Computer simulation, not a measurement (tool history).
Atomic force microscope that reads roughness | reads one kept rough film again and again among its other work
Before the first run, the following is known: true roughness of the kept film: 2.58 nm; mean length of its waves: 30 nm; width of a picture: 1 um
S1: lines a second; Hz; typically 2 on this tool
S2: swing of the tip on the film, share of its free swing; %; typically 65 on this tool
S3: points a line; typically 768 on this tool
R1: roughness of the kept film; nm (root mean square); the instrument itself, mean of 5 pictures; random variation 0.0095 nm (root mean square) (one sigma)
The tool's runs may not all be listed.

run 1 hour=0 | S1=2 S2=65 S3=768 | R1=2.021
run 2 hour=5 | S1=2 S2=65 S3=768 | R1=1.981
run 3 hour=11.9 | S1=2 S2=65 S3=768 | R1=1.959
run 4 hour=16.8 | S1=2 S2=65 S3=310 | R1=1.94
run 5 hour=26.3 | S1=3.29 S2=65 S3=768 | R1=1.812
run 6 hour=34.1 | S1=3.48 S2=65 S3=768 | R1=2.001
run 7 hour=40 | S1=3.48 S2=65 S3=768 | R1=1.969
run 8 hour=50.6 | S1=3.48 S2=65 S3=768 | R1=1.938
run 9 hour=56.1 | S1=2 S2=65 S3=768 | R1=2.051
run 10 hour=60.7 | S1=2 S2=65 S3=335 | R1=2.007
run 11 hour=67.6 | S1=0.74 S2=65 S3=335 | R1=2.119
run 12 hour=74.6 | S1=0.74 S2=65 S3=335 | R1=2.071
run 13 hour=85.5 | S1=0.74 S2=65 S3=335 | R1=2.04
run 14 hour=91.3 | S1=0.74 S2=65 S3=335 | R1=2.008
run 15 hour=102.9 | S1=0.74 S2=65 S3=335 | R1=2.231
run 16 hour=111 | S1=2 S2=87 S3=768 | R1=1.722
run 17 hour=115.8 | S1=2 S2=68 S3=768 | R1=2.03
run 18 hour=124.2 | S1=2 S2=60 S3=768 | R1=2.087
run 19 hour=131.5 | S1=2 S2=60 S3=768 | R1=2.045
run 20 hour=137.3 | S1=2 S2=65 S3=768 | R1=1.963
run 21 hour=144.2 | S1=2 S2=65 S3=768 | R1=1.945
run 22 hour=154.3 | S1=2 S2=65 S3=768 | R1=1.914
run 23 hour=161.1 | S1=2 S2=65 S3=768 | R1=2.146
run 24 hour=167.6 | S1=2 S2=65 S3=556 | R1=2.13
run 25 hour=178.6 | S1=2 S2=65 S3=768 | R1=2.077
run 26 hour=183.8 | S1=2 S2=65 S3=768 | R1=2.059
run 27 hour=189.2 | S1=2 S2=65 S3=768 | R1=2.041
run 28 hour=193.9 | S1=2 S2=67 S3=722 | R1=1.998
run 29 hour=203.2 | S1=1.72 S2=65 S3=918 | R1=1.99
run 30 hour=207.9 | S1=2 S2=78 S3=768 | R1=1.774
run 31 hour=214.8 | S1=2 S2=78 S3=768 | R1=1.737
run 32 hour=225.9 | S1=0.8 S2=69 S3=578 | R1=2.239
run 33 hour=234.9 | S1=0.8 S2=69 S3=578 | R1=2.205
run 34 hour=244.3 | S1=0.8 S2=69 S3=578 | R1=2.172
run 35 hour=253.1 | S1=3.74 S2=76 S3=278 | R1=1.625
run 36 hour=261.2 | S1=3.29 S2=76 S3=920 | R1=1.67
run 37 hour=268.6 | S1=2 S2=81 S3=365 | R1=1.723
run 38 hour=276.3 | S1=2 S2=81 S3=365 | R1=1.697
run 39 hour=282.4 | S1=2 S2=81 S3=365 | R1=1.67
run 40 hour=293.9 | S1=2 S2=81 S3=852 | R1=1.89
run 41 hour=304.1 | S1=2 S2=81 S3=852 | R1=1.834
run 42 hour=314.5 | S1=1.86 S2=72 S3=768 | R1=1.966
run 43 hour=319.9 | S1=1.85 S2=72 S3=289 | R1=1.907
run 44 hour=327.2 | S1=1.85 S2=83 S3=289 | R1=1.733
run 45 hour=336.6 | S1=1.85 S2=83 S3=289 | R1=1.694
run 46 hour=347.4 | S1=2 S2=58 S3=768 | R1=1.967
run 47 hour=352 | S1=2.13 S2=76 S3=771 | R1=1.727
run 48 hour=360.8 | S1=2.05 S2=64 S3=768 | R1=2.131
run 49 hour=366.2 | S1=3.1 S2=86 S3=454 | R1=1.551
run 50 hour=376.5 | S1=3.1 S2=86 S3=454 | R1=1.526
run 51 hour=382.7 | S1=3.1 S2=86 S3=454 | R1=1.503
run 52 hour=391.3 | S1=2 S2=83 S3=768 | R1=1.721

Not shown: 8 entries that the log had between the listed runs. Between which runs, and how does the tool's hidden state differ before and after?
Between runs 5 and 6: new tip fitted (hour 30.6)
  radius of the tip, nm: 19.8 -> 8.2
  difference, measured minus the result without the unlogged condition, R1: -0.242 -> -0.024 nm (root mean square)
Between runs 14 and 15: new tip fitted (hour 94.3)
  radius of the tip, nm: 19.9 -> 9.5; height scale over the true one, %: 0.11 -> 0.12
  difference, measured minus the result without the unlogged condition, R1: -0.269 -> -0.056 nm (root mean square)
Between runs 15 and 16: height scale calibrated on a step standard (hour 104.7)
  radius of the tip, nm: 9.5 -> 11; height scale over the true one, %: 0.12 -> 0.14
  difference, measured minus the result without the unlogged condition, R1: -0.056 -> -0.069 nm (root mean square)
Between runs 22 and 23: new tip fitted (hour 159.9)
  radius of the tip, nm: 20.5 -> 7.6; height scale over the true one, %: 0.19 -> 0.2
  difference, measured minus the result without the unlogged condition, R1: -0.266 -> -0.01 nm (root mean square)
Between runs 23 and 24: height scale calibrated on a step standard, once more (hour 167.5)
  radius of the tip, nm: 7.6 -> 8.9; height scale over the true one, %: 0.2 -> -0.06
  difference, measured minus the result without the unlogged condition, R1: -0.01 -> -0.043 nm (root mean square)
Between runs 31 and 32: new tip fitted (hour 225)
  radius of the tip, nm: 19.2 -> 7.4; height scale over the true one, %: -0.01 -> 0
  difference, measured minus the result without the unlogged condition, R1: -0.223 -> -0.01 nm (root mean square)
Between runs 39 and 40: new tip fitted (hour 289)
  radius of the tip, nm: 20.3 -> 8.3; height scale over the true one, %: 0.06 -> 0.08
  difference, measured minus the result without the unlogged condition, R1: -0.233 -> -0.025 nm (root mean square)
Between runs 47 and 48: new tip fitted (hour 353)
  radius of the tip, nm: 21.6 -> 9.2; height scale over the true one, %: 0.14 -> 0.15
  difference, measured minus the result without the unlogged condition, R1: -0.261 -> -0.045 nm (root mean square)

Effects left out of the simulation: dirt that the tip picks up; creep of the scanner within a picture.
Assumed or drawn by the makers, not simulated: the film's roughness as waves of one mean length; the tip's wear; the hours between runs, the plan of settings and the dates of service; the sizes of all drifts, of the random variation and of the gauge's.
